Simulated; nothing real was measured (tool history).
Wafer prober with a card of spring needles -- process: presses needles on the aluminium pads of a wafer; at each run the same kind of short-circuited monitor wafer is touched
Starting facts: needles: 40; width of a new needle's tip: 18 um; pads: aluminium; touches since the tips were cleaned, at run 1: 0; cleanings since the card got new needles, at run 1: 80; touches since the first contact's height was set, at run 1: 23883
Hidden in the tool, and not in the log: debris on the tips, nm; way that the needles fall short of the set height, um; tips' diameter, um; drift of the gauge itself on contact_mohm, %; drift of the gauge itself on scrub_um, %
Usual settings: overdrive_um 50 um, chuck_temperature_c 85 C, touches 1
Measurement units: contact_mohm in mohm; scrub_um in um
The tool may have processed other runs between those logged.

| run | day | overdrive_um | chuck_temperature_c | touches | touches since the tips were cleaned | cleanings since the card got new needles | touches since the first contact's height was set | contact_mohm | scrub_um |
|---|---|---|---|---|---|---|---|---|---|
| 1 | 0 | 50 | 85 | 1 | 0 | 80 | 23883 | 204 | 9.75 |
|  | 0.738 | tips cleaned on abrasive film |
|  | 1.458 | tips cleaned on abrasive film |
| 2 | 1.729 | 50 | 85 | 1 | 2361 | 82 | 38898 | 212 | 9.57 |
|  | 2.154 | tips cleaned on abrasive film |
|  | 2.867 | tips cleaned on abrasive film |
|  | 3.458 | tips cleaned on abrasive film |
|  | 4.2 | tips cleaned on abrasive film |
| 3 | 4.396 | 57 | 85 | 1 | 1720 | 86 | 62061 | 206 | 10.77 |
|  | 4.833 | tips cleaned on abrasive film |
|  | 5.512 | tips cleaned on abrasive film |
| 4 | 5.992 | 50 | 85 | 1 | 4191 | 88 | 75946 | 221 | 9.39 |
|  | 6.146 | tips cleaned on abrasive film |
|  | 6.888 | tips cleaned on abrasive film |
|  | 7.612 | tips cleaned on abrasive film |
| 5 | 7.808 | 50 | 85 | 1 | 1735 | 91 | 91700 | 215 | 9.3 |
|  | 8.233 | tips cleaned on abrasive film |
|  | 8.938 | tips cleaned on abrasive film |
| 6 | 9.354 | 50 | 85 | 1 | 3608 | 93 | 105101 | 223 | 9.43 |
|  | 9.629 | tips cleaned on abrasive film |
|  | 10.362 | tips cleaned on abrasive film |
|  | 11.088 | tips cleaned on abrasive film |
| 7 | 11.15 | 50 | 85 | 1 | 574 | 96 | 120711 | 203 | 9.1 |
|  | 11.729 | tips cleaned on abrasive film |
|  | 12.467 | tips cleaned on abrasive film |
| 8 | 12.85 | 50 | 78 | 1 | 3344 | 98 | 135484 | 221 | 9.08 |
|  | 13.15 | tips cleaned on abrasive film |
|  | 13.883 | tips cleaned on abrasive film |
| 9 | 14.096 | 42 | 101 | 2 | 1859 | 100 | 146282 | 220 | 7.52 |
|  | 14.525 | tips cleaned on abrasive film |
|  | 15.121 | tips cleaned on abrasive film |
|  | 15.858 | tips cleaned on abrasive film |
| 10 | 16.1 | 30 | 101 | 2 | 2106 | 103 | 163688 | 246 | 5.25 |
|  | 16.542 | tips cleaned on abrasive film |
|  | 17.275 | tips cleaned on abrasive film |
| 11 | 17.296 | 30 | 101 | 2 | 184 | 105 | 174049 | 225 | 5.14 |
|  | 17.888 | tips cleaned on abrasive film |
|  | 18.496 | tips cleaned on abrasive film |
| 12 | 18.496 | 30 | 101 | 2 | 0 | 107 | 184464 | 222 | 5.06 |
|  | 19.238 | tips cleaned on abrasive film |
|  | 19.912 | tips cleaned on abrasive film |
| 13 | 19.929 | 42 | 59 | 1 | 152 | 109 | 196922 | 206 | 7.42 |
|  | 20.642 | tips cleaned on abrasive film |
| 14 | 21.121 | 42 | 59 | 1 | 4181 | 110 | 207272 | 238 | 7.51 |
|  | 21.271 | tips cleaned on abrasive film |
|  | 21.867 | tips cleaned on abrasive film |
|  | 22.604 | tips cleaned on abrasive film |
| 15 | 23.142 | 54 | 28 | 2 | 4668 | 113 | 224804 | 205 | 9.64 |
|  | 23.262 | tips cleaned on abrasive film |
|  | 23.383 | height of the first contact set anew |
|  | 23.933 | tips cleaned on abrasive film |
|  | 24.633 | tips cleaned on abrasive film |
| 16 | 24.8 | 49 | 37 | 1 | 1462 | 116 | 12320 | 208 | 9.43 |

Predict each of these 5 candidate next runs independently; none follows another, all start after run 16:
|  | 25.246 | tips cleaned on abrasive film |
|  | 25.842 | tips cleaned on abrasive film |
|  | 26.471 | tips cleaned on abrasive film |
| A | 26.758 | 35 | 38 | 1 | 2503 | 119 | 29306 | ? | ? |
|  | 25.246 | tips cleaned on abrasive film |
|  | 25.842 | tips cleaned on abrasive film |
|  | 26.471 | tips cleaned on abrasive film |
| B | 26.758 | 63 | 101 | 2 | 2503 | 119 | 29306 | ? | ? |
|  | 25.246 | tips cleaned on abrasive film |
|  | 25.842 | tips cleaned on abrasive film |
|  | 26.471 | tips cleaned on abrasive film |
| C | 26.758 | 44 | 43 | 3 | 2503 | 119 | 29306 | ? | ? |
|  | 25.246 | tips cleaned on abrasive film |
|  | 25.842 | tips cleaned on abrasive film |
|  | 26.471 | tips cleaned on abrasive film |
| D | 26.758 | 49 | 72 | 1 | 2503 | 119 | 29306 | ? | ? |
|  | 25.246 | tips cleaned on abrasive film |
|  | 25.842 | tips cleaned on abrasive film |
|  | 26.471 | tips cleaned on abrasive film |
| E | 26.758 | 37 | 92 | 1 | 2503 | 119 | 29306 | ? | ? |

| run | contact_mohm | scrub_um |
|---|---|---|
| A | 238 | 6.71 |
| B | 207 | 12.14 |
| C | 200 | 8.38 |
| D | 215 | 9.38 |
| E | 241 | 7.13 |
Stripped of hidden state, with their random variation kept, the same runs would have yielded:
| run | contact_mohm | scrub_um |
|---|---|---|
| A | 195 | 6.82 |
| B | 198 | 12.26 |
| C | 188 | 8.49 |
| D | 193 | 9.5 |
| E | 205 | 7.24 |
